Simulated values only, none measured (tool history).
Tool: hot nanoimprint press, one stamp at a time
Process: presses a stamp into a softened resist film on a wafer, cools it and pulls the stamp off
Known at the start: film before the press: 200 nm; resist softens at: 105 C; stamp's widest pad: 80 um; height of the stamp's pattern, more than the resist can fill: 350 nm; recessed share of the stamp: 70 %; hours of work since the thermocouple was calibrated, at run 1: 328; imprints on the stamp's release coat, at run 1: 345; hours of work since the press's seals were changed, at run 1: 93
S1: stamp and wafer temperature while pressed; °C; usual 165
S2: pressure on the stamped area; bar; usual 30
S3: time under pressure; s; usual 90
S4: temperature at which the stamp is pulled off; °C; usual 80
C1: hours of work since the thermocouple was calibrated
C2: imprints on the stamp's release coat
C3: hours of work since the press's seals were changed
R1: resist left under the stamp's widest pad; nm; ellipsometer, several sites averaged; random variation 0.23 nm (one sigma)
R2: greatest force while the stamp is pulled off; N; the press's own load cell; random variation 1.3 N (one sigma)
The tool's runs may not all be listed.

run    day   S1    S2   S3  S4   C1   C2   C3    R1   R2
  1      0  165    30   90  80  328  345   93  69.7  204
  2    0.5  165    30   90  68  333  363   98  69.8  281
  3  0.875  165    30   90  68  337  376  101  69.8  278
  4  1.267  165    30   90  80  341  389  105  69.3  206
  5  1.517  165    30   90  80  343  398  108  69.5  207
  6  1.779  165    30   90  80  346  407  110  69.5  205
  7  2.162  165    30   90  80  350  421  114  69.9  208
  8  2.454  165  46.4   90  85  353  431  117    55  176
  9  2.788  166    32   90  77  356  442  120  64.7  223
 10  3.079  165  32.3  148  77  359  453  123  54.1  226
 11  3.483  165  32.3  148  77  363  467  127  54.9  229
 12      4  156  37.4   90  80  368  485  133  90.3  213
 13  4.492  153  37.4  175  69  373  502  138  81.3  277
 14  5.004  153  37.4  175  69  378  520  143  81.3  278

3 ways to go on from here, each from the tool as it stands after run 14. What would each give?
  A  5.438  153    26  175  71  383  535  147   ?   ?
  B  5.438  153  22.1  175  69  383  535  147   ?   ?
  C  5.438  161  34.6   90  80  383  535  147   ?   ?

run     R1   R2
  A   97.5  265
  B  104.5  278
  C   75.2  208
Without the tool's hidden state the same runs would have given:
run     R1   R2
  A  102.4  252
  B  109.6  263
  C   78.8  199
